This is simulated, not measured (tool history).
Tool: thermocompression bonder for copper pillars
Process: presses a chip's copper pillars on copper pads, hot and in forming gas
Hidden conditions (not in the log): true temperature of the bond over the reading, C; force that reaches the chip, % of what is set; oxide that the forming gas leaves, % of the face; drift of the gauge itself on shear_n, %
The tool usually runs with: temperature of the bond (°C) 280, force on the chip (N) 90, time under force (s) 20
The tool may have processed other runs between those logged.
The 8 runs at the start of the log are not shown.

run,hour,temperature of the bond (°C),force on the chip (N),time under force (s),hours of work since the heater was calibrated,hours of work since the force cell was calibrated,hours of work since the gas filter was changed,force that shears a chip off (N)
9,220.2,280,90,20,28,632,105,71.5
10,254.3,280,90,20,54,658,132,71.8
11,274.9,280,90,20,70,674,148,69.6
12,314.3,280,90,20,101,704,178,71.4
13,339.7,280,90,20,120,723,197,70.2
# hour 352.5: forming gas filter changed
14,363.0,280,90,20,138,741,8,71.6
15,381.1,280,90,20,152,755,22,74.0
16,399.0,280,90,20,165,769,36,71.4
17,439.3,280,90,59,196,800,67,100.9
18,481.5,280,90,59,229,832,99,97.4
19,515.5,280,90,59,255,858,126,96.9
20,551.6,280,90,59,283,886,153,97.5
21,579.7,308,90,34,304,908,175,102.4
22,611.3,253,85,37,329,932,199,64.4
# hour 622.4: forming gas filter changed
23,639.5,251,90,37,350,953,13,64.8
24,680.6,251,90,37,382,985,45,63.4
25,700.8,280,78,13,397,1001,60,54.4
26,726.6,305,90,20,417,1020,80,86.8
27,754.1,305,90,20,438,1042,101,89.2
28,790.4,284,84,21,466,1070,129,71.2
29,813.9,284,84,21,484,1088,147,70.9
30,855.2,301,90,33,516,1119,179,95.4
# hour 894.3: forming gas filter changed
31,897.4,301,76,33,548,1152,2,86.8
32,936.1,308,76,10,578,1181,32,63.6

Run 33 has not been measured yet. What should we expect?
33,957.8,308,76,10,595,1198,49,?

{"run 33": {"force that shears a chip off (N)": 64.2}}
Were there no unlogged condition in the tool, this run, its random variation unchanged, would have produced force that shears a chip off (N) 64.7.

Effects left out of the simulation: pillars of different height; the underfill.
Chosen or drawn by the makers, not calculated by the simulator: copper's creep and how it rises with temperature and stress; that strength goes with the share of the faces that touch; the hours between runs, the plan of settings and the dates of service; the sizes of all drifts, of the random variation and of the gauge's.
